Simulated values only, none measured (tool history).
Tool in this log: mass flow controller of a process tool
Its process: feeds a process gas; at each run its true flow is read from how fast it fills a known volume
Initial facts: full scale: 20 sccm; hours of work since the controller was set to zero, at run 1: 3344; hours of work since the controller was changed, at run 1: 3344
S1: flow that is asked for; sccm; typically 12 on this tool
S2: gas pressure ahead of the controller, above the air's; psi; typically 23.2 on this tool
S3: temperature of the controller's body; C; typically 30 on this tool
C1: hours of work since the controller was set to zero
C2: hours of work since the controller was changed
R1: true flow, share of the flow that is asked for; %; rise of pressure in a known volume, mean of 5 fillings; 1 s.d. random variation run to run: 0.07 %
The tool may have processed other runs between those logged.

run	hour	S1	S2	S3	C1	C2	R1
1	0	12	23.2	30	3344	3344	97.15
2	130.8	12	23.2	34	3448	3448	97.07
3	296.4	12	23.2	30	3578	3578	97.18
4	441.5	12	23.2	30	3692	3692	96.89
5	589.1	12	23.2	30	3809	3809	97.13
6	686.5	12	30	30	3885	3885	97.32
7	789.3	12	30	30	3966	3966	97.17
8	879.8	12	30	30	4038	4038	97.17
9	1067.7	14	23.2	30	4186	4186	97
10	1238.7	14	23.2	30	4320	4320	97.02
11	1395.5	14	23.2	30	4444	4444	96.89
12	1548.2	14	23.2	30	4564	4564	96.86
13	1741.5	12	23.2	30	4717	4717	96.5
14	1833.2	12	23.2	30	4789	4789	96.6
15	2033	12	23.2	30	4946	4946	96.32
16	2153.9	3	23.2	30	5041	5041	92.06
17	2249.8	3	23.2	30	5117	5117	92.09
18	2429.5	15	23.2	26	5259	5259	96.81
19	2583.7	8	23.2	21	5380	5380	95.59
20	2722.2	2	29	24	5489	5489	89.32
21	2920.4	4	29	24	5645	5645	93.31
22	3036.9	4	29	24	5737	5737	93.24
23	3164	11	29	33	5837	5837	96.07
24	3247.4	11	29	33	5903	5903	95.92
25	3412	12	36.4	30	6033	6033	96.59
26	3605.1	12	36.4	30	6185	6185	96.4

Below, each run's measurement less what the same run would have read without the hidden state. Both values contain the same run-to-run variation, but the gauge's scatter may not be the same in both:
Hidden state at play: flow at rest that the sensor doesn't see, % of full scale; true flow over the shown one, %; drift of the gauge itself on true_pct, %.
run	R1
1	-1.94
2	-1.99
3	-2.05
4	-2.11
5	-2.17
6	-2.21
7	-2.25
8	-2.28
9	-2.21
10	-2.28
11	-2.33
12	-2.38
13	-2.63
14	-2.66
15	-2.75
16	-6.47
17	-6.57
18	-2.66
19	-3.62
20	-9.66
21	-5.82
22	-5.9
23	-3.33
24	-3.36
25	-3.29
26	-3.37
